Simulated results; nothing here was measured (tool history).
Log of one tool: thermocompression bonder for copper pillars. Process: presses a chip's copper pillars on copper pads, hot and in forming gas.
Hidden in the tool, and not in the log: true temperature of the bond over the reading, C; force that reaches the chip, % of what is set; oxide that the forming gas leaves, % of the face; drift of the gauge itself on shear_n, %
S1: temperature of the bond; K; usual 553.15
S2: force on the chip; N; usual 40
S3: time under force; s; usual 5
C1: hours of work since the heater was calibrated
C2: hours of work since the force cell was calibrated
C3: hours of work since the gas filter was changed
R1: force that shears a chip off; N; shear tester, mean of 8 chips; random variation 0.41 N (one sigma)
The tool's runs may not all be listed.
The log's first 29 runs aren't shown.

run 30 day=33.488 | S1=566.15 S2=32 S3=5 | C1=1214 C2=97 C3=224 | R1=69.4
run 31 day=34.754 | S1=531.15 S2=27 S3=6 | C1=1238 C2=121 C3=248 | R1=38.3
run 32 day=35.446 | S1=575.15 S2=32 S3=14 | C1=1251 C2=134 C3=261 | R1=102.3
run 33 day=36.925 | S1=575.15 S2=32 S3=14 | C1=1279 C2=162 C3=289 | R1=101.8
run 34 day=37.988 | S1=575.15 S2=32 S3=14 | C1=1299 C2=182 C3=309 | R1=101.7
run 35 day=38.646 | S1=523.15 S2=32 S3=15 | C1=1312 C2=195 C3=322 | R1=56.6
run 36 day=39.588 | S1=553.15 S2=40 S3=3 | C1=1329 C2=213 C3=339 | R1=56.6
run 37 day=40.550 | S1=578.15 S2=40 S3=10 | C1=1348 C2=231 C3=358 | R1=107.0

Forecast each of these 4 alternatives for the next run:
run A day=41.175 | S1=581.15 S2=24 S3=12 | C1=1360 C2=243 C3=370 | R1=?
run B day=41.175 | S1=553.15 S2=46 S3=12 | C1=1360 C2=243 C3=370 | R1=?
run C day=41.175 | S1=538.15 S2=26 S3=4 | C1=1360 C2=243 C3=370 | R1=?
run D day=41.175 | S1=530.15 S2=29 S3=5 | C1=1360 C2=243 C3=370 | R1=?

run=A R1=87.8
run=B R1=98.7
run=C R1=35.2
run=D R1=37.5
Without the tool's hidden state the same runs would have given:
run=A R1=82.9
run=B R1=93.5
run=C R1=30.7
run=D R1=32.6
